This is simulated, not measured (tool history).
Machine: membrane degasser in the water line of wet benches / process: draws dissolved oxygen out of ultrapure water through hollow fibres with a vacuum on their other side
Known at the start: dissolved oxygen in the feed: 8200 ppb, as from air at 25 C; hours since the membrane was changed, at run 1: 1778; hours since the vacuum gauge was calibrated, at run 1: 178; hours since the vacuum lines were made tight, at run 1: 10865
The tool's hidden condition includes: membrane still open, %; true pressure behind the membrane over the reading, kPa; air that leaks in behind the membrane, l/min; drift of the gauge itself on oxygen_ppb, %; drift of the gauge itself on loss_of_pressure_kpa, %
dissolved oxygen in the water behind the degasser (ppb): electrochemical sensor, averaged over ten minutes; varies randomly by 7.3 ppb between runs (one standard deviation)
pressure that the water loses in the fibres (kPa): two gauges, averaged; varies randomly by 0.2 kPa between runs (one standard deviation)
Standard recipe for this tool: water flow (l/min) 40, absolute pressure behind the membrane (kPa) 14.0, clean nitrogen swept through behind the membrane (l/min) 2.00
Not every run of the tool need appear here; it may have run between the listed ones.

run	hour	water flow (l/min)	absolute pressure behind the membrane (kPa)	clean nitrogen swept through behind the membrane (l/min)	hours since the membrane was changed	hours since the vacuum gauge was calibrated	hours since the vacuum lines were made tight	dissolved oxygen in the water behind the degasser (ppb)	pressure that the water loses in the fibres (kPa)
1	0.0	40	14.0	2.00	1778	178	10865	746.8	44.07
2	48.5	40	14.0	2.00	1826	227	10913	742.9	44.29
3	86.9	40	14.0	2.00	1865	265	10952	749.2	44.23
4	113.9	37	14.0	2.00	1892	292	10979	680.9	41.08
5	148.8	40	14.0	2.00	1927	327	11013	752.0	44.14
6	188.3	40	14.0	2.00	1966	367	11053	738.0	43.93
7	220.9	40	14.0	2.00	1999	399	11086	736.9	44.01
8	256.9	32	14.0	2.00	2035	435	11122	590.3	35.41
9	303.2	40	14.0	2.00	2081	482	11168	745.2	44.12
10	338.9	40	18.2	2.00	2117	517	11204	883.3	44.48
11	374.5	40	18.2	2.00	2152	553	11239	899.8	44.37
12	403.7	40	18.2	2.00	2182	582	11268	887.6	44.22
13	433.4	54	16.3	2.00	2211	612	11298	1101.9	59.68
14	458.5	40	11.9	1.49	2236	637	11323	772.1	44.23
15	490.6	40	11.9	1.49	2268	669	11355	765.7	44.57
16	511.5	61	11.7	4.13	2289	690	11376	786.0	67.72
17	539.7	39	10.6	2.00	2317	718	11404	588.7	43.15
18	584.5	40	10.1	2.14	2362	763	11449	572.3	43.92
19	619.1	35	10.3	1.78	2397	798	11484	540.6	39.01
20	663.9	35	10.3	1.14	2442	842	11529	672.8	38.79
21	688.9	34	10.3	1.14	2467	867	11554	646.8	37.69
22	722.8	34	10.3	1.14	2501	901	11588	646.6	37.73

Expected results for the next run?
23	765.3	40	20.6	1.99	2543	944	11630	?	?

Logged for run 23: dissolved oxygen in the water behind the degasser (ppb) 985.2, pressure that the water loses in the fibres (kPa) 44.11.
Were there no unlogged condition in the tool, this run, its random variation unchanged, would have produced dissolved oxygen in the water behind the degasser (ppb) 967.2, pressure that the water loses in the fibres (kPa) 43.54.
